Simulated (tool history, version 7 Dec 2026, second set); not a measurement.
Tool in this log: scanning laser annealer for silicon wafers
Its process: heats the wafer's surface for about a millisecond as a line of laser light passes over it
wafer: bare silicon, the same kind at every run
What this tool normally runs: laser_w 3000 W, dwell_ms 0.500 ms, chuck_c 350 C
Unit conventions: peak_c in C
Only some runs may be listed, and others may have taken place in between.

| run | hour | laser_w | dwell_ms | chuck_c | peak_c |
|---|---|---|---|---|---|
| 1 | 0.0 | 3000 | 0.500 | 350 | 1084 |
| 2 | 31.4 | 3000 | 0.500 | 350 | 1086 |
| 3 | 64.8 | 3000 | 0.500 | 350 | 1085 |
| 4 | 89.6 | 3000 | 0.500 | 350 | 1080 |
| 5 | 124.5 | 3000 | 0.428 | 350 | 1024 |
| 6 | 172.6 | 3000 | 0.428 | 350 | 1019 |
| 7 | 192.8 | 3000 | 0.500 | 339 | 1068 |
| 8 | 218.4 | 3000 | 0.500 | 339 | 1065 |
| 9 | 257.2 | 3000 | 0.500 | 350 | 1074 |
| 10 | 289.8 | 3000 | 0.500 | 350 | 1074 |
|  | 320.1 | window over the wafer cleaned |
| 11 | 322.5 | 3000 | 0.500 | 350 | 1106 |
| 12 | 365.3 | 3000 | 0.384 | 350 | 1004 |
| 13 | 391.5 | 3000 | 0.384 | 350 | 1001 |
| 14 | 421.0 | 3000 | 0.500 | 350 | 1100 |
| 15 | 464.2 | 2884 | 0.500 | 350 | 1061 |
| 16 | 486.9 | 3000 | 0.500 | 350 | 1099 |
| 17 | 517.8 | 3000 | 0.500 | 350 | 1097 |
| 18 | 538.7 | 3000 | 0.500 | 350 | 1096 |
| 19 | 574.5 | 3000 | 0.500 | 350 | 1094 |
| 20 | 622.2 | 3000 | 0.500 | 342 | 1084 |
| 21 | 665.5 | 3000 | 0.500 | 342 | 1082 |
| 22 | 706.4 | 3090 | 0.396 | 378 | 1057 |
| 23 | 743.6 | 2970 | 0.396 | 378 | 1018 |
| 24 | 790.7 | 3000 | 0.400 | 389 | 1040 |
| 25 | 813.7 | 2928 | 0.398 | 386 | 1012 |
| 26 | 850.7 | 2928 | 0.398 | 386 | 1013 |
| 27 | 881.8 | 2600 | 0.457 | 316 | 895 |
| 28 | 909.3 | 3000 | 0.563 | 382 | 1159 |
|  | 918.0 | optics aligned, line set to its width |
| 29 | 945.2 | 3000 | 0.472 | 322 | 1047 |
| 30 | 977.9 | 3043 | 0.472 | 322 | 1062 |
| 31 | 1026.6 | 3015 | 0.375 | 316 | 955 |
| 32 | 1065.5 | 2745 | 0.358 | 324 | 874 |
| 33 | 1112.8 | 2745 | 0.358 | 324 | 873 |
| 34 | 1142.0 | 3000 | 0.477 | 355 | 1079 |
| 35 | 1171.1 | 2968 | 0.477 | 342 | 1051 |
| 36 | 1213.3 | 2599 | 0.500 | 350 | 961 |
| 37 | 1254.8 | 3121 | 0.521 | 320 | 1115 |
| 38 | 1295.4 | 3121 | 0.521 | 320 | 1108 |
| 39 | 1334.0 | 3245 | 0.461 | 320 | 1094 |
| 40 | 1364.9 | 3245 | 0.461 | 368 | 1141 |
| 41 | 1399.7 | 3245 | 0.543 | 369 | 1215 |
| 42 | 1447.0 | 3245 | 0.543 | 369 | 1214 |

The logged runs with the hidden state left out (each run's random variation unchanged):
Hidden state present: light that passes the window, % of a clean one's; laser's true power over the reading, %; width of the line over the set one, %; drift of the gauge itself on peak_c, C.
| run | peak_c |
|---|---|
| 1 | 1116 |
| 2 | 1119 |
| 3 | 1119 |
| 4 | 1116 |
| 5 | 1058 |
| 6 | 1054 |
| 7 | 1107 |
| 8 | 1105 |
| 9 | 1116 |
| 10 | 1118 |
| 11 | 1118 |
| 12 | 1016 |
| 13 | 1014 |
| 14 | 1116 |
| 15 | 1078 |
| 16 | 1117 |
| 17 | 1116 |
| 18 | 1117 |
| 19 | 1116 |
| 20 | 1108 |
| 21 | 1108 |
| 22 | 1082 |
| 23 | 1044 |
| 24 | 1068 |
| 25 | 1039 |
| 26 | 1042 |
| 27 | 922 |
| 28 | 1198 |
| 29 | 1066 |
| 30 | 1082 |
| 31 | 975 |
| 32 | 892 |
| 33 | 893 |
| 34 | 1106 |
| 35 | 1079 |
| 36 | 986 |
| 37 | 1150 |
| 38 | 1144 |
| 39 | 1132 |
| 40 | 1180 |
| 41 | 1260 |
| 42 | 1261 |

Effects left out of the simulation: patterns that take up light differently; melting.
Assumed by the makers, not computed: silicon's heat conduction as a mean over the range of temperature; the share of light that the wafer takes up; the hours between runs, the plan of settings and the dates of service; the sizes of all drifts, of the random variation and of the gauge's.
